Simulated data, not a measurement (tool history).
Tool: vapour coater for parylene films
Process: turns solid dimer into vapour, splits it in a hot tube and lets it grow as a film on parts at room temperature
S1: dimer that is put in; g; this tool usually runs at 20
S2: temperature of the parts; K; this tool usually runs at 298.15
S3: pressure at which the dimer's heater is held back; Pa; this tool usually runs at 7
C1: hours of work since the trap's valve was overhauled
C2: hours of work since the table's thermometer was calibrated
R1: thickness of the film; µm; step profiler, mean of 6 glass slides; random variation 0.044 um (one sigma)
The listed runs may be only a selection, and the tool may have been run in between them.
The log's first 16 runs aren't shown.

At hour 501.7: table's thermometer calibrated.
Run 17, hour 519.8: usual settings; C1 271; C2 14. Result: R1 4.4 µm.
Run 18, hour 548.4: usual settings; C1 294; C2 37. Result: R1 4.37 µm.
Run 19, hour 598.6: usual settings but S1 25 g, S2 297.15 K, S3 2.84 Pa; C1 335; C2 78. Result: R1 6.88 µm.
Run 20, hour 629.7: usual settings but S1 25 g, S2 297.15 K, S3 2.84 Pa; C1 359; C2 103. Result: R1 6.79 µm.
At hour 633.9: table's thermometer calibrated, once more.
Run 21, hour 682.5: usual settings but S1 36 g, S2 297.15 K, S3 2.84 Pa; C1 401; C2 39. Result: R1 9.83 µm.
Run 22, hour 731.9: usual settings but S1 9 g, S2 305.15 K, S3 6.6 Pa; C1 441; C2 79. Result: R1 1.51 µm.
Run 23, hour 776.2: usual settings but S2 292.15 K, S3 8.56 Pa; C1 476; C2 114. Result: R1 5.17 µm.
Run 24, hour 811.1: usual settings but S2 292.15 K, S3 8.56 Pa; C1 504; C2 142. Result: R1 5.12 µm.
Run 25, hour 834.6: usual settings but S1 10 g, S2 291.15 K, S3 5.24 Pa; C1 523; C2 161. Result: R1 2.89 µm.
Run 26, hour 879.8: usual settings but S1 13 g, S2 291.15 K, S3 5.24 Pa; C1 559; C2 197. Result: R1 3.75 µm.
Run 27, hour 918.9: usual settings but S1 10 g, S2 305.15 K, S3 5.24 Pa; C1 590; C2 228. Result: R1 1.67 µm.
Run 28, hour 940.2: usual settings but S1 9 g, S2 296.15 K, S3 5.24 Pa; C1 608; C2 246. Result: R1 2.12 µm.
Run 29, hour 977.9: usual settings but S1 9 g, S2 307.15 K, S3 4.41 Pa; C1 638; C2 276. Result: R1 1.45 µm.
At hour 1002.7: trap's valve overhauled.
Run 30, hour 1020.3: usual settings but S1 32 g, S2 305.15 K, S3 3.3 Pa; C1 14; C2 306. Result: R1 6.87 µm.
Run 31, hour 1059: usual settings but S1 10 g, S2 309.15 K, S3 2.18 Pa; C1 45; C2 338. Result: R1 1.97 µm.
Run 32, hour 1081.9: usual settings but S1 10 g, S2 299.15 K, S3 3.91 Pa; C1 63; C2 356. Result: R1 2.55 µm.
Run 33, hour 1116.7: usual settings but S1 10 g, S2 299.15 K, S3 3.91 Pa; C1 91; C2 384. Result: R1 2.61 µm.
Run 34, hour 1155.7: usual settings but S1 13 g, S2 308.15 K, S3 5.47 Pa; C1 123; C2 415. Result: R1 2.14 µm.
Run 35, hour 1190.9: usual settings but S1 13 g, S2 308.15 K, S3 5.47 Pa; C1 151; C2 443. Result: R1 2.12 µm.

Alternative continuations, all from the tool just after run 35; predict every row:
Run A, hour 1216.2: usual settings but S1 32 g; C1 171; C2 463. Result: R1 ?.
Run B, hour 1216.2: usual settings but S1 32 g, S2 297.15 K, S3 4.49 Pa; C1 171; C2 463. Result: R1 ?.
Run C, hour 1216.2: usual settings but S2 308.15 K, S3 11.59 Pa; C1 171; C2 463. Result: R1 ?.

run    R1
  A   7.2
  B  8.38
  C  2.74
Without the tool's unlogged condition, the same runs would have read:
run    R1
  A  7.65
  B   8.9
  C  2.91

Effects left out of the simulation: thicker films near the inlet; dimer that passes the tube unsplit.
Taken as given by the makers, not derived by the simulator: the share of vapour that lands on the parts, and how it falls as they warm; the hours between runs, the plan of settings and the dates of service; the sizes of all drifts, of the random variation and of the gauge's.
